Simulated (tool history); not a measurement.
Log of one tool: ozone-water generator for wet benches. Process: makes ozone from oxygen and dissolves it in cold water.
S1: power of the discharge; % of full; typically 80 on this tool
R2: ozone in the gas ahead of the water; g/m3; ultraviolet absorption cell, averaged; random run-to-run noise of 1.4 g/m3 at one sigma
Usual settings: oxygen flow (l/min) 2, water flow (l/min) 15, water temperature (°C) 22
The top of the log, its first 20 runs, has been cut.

run 21 hour=2062.9 | S1=80 oxygen_flow_(l/min)=1.55 water_flow_(l/min)=15 water_temperature_(°C)=22 | dissolved_ozone_(ppm)=17.6 R2=277.2
run 22 hour=2177.3 | S1=80 oxygen_flow_(l/min)=2.28 water_flow_(l/min)=15 water_temperature_(°C)=22 | dissolved_ozone_(ppm)=18.9 R2=226.1
run 23 hour=2237.6 | S1=80 oxygen_flow_(l/min)=2.28 water_flow_(l/min)=15 water_temperature_(°C)=22 | dissolved_ozone_(ppm)=18.7 R2=226
run 24 hour=2302.2 | S1=80 oxygen_flow_(l/min)=2.58 water_flow_(l/min)=23 water_temperature_(°C)=18 | dissolved_ozone_(ppm)=13.6 R2=211
-- hour=2359.3 water thermometer calibrated
run 25 hour=2391.2 | S1=49 oxygen_flow_(l/min)=3.3 water_flow_(l/min)=15 water_temperature_(°C)=21 | dissolved_ozone_(ppm)=14.7 R2=141.9
run 26 hour=2471.4 | S1=65 oxygen_flow_(l/min)=1.23 water_flow_(l/min)=15 water_temperature_(°C)=22 | dissolved_ozone_(ppm)=14.9 R2=279.9
run 27 hour=2553.6 | S1=65 oxygen_flow_(l/min)=1.23 water_flow_(l/min)=15 water_temperature_(°C)=22 | dissolved_ozone_(ppm)=14.8 R2=278.6
run 28 hour=2614.1 | S1=65 oxygen_flow_(l/min)=1.23 water_flow_(l/min)=15 water_temperature_(°C)=22 | dissolved_ozone_(ppm)=14.8 R2=278.3
run 29 hour=2721.6 | S1=65 oxygen_flow_(l/min)=1.23 water_flow_(l/min)=15 water_temperature_(°C)=22 | dissolved_ozone_(ppm)=14.8 R2=278.5
run 30 hour=2857.8 | S1=65 oxygen_flow_(l/min)=1.23 water_flow_(l/min)=15 water_temperature_(°C)=22 | dissolved_ozone_(ppm)=15 R2=278.5
run 31 hour=2948.5 | S1=65 oxygen_flow_(l/min)=2.02 water_flow_(l/min)=15 water_temperature_(°C)=20 | dissolved_ozone_(ppm)=16.5 R2=212.2
run 32 hour=3005.3 | S1=80 oxygen_flow_(l/min)=1.22 water_flow_(l/min)=22 water_temperature_(°C)=22 | dissolved_ozone_(ppm)=11.4 R2=312.2

Branching from run 32: 3 alternative next runs. What would each branch give?
run A hour=3087.3 | S1=55 oxygen_flow_(l/min)=1.22 water_flow_(l/min)=22 water_temperature_(°C)=16 | dissolved_ozone_(ppm)=? R2=?
run B hour=3087.3 | S1=52 oxygen_flow_(l/min)=2 water_flow_(l/min)=12 water_temperature_(°C)=22 | dissolved_ozone_(ppm)=? R2=?
run C hour=3087.3 | S1=88 oxygen_flow_(l/min)=2 water_flow_(l/min)=15 water_temperature_(°C)=22 | dissolved_ozone_(ppm)=? R2=?

run=A dissolved_ozone_(ppm)=9.4 R2=255.3
run=B dissolved_ozone_(ppm)=17 R2=191
run=C dissolved_ozone_(ppm)=19 R2=253
Had the tool no hidden state, the same runs would have come out as:
run=A dissolved_ozone_(ppm)=10.2 R2=269.1
run=B dissolved_ozone_(ppm)=18.2 R2=200.9
run=C dissolved_ozone_(ppm)=20.8 R2=270.9
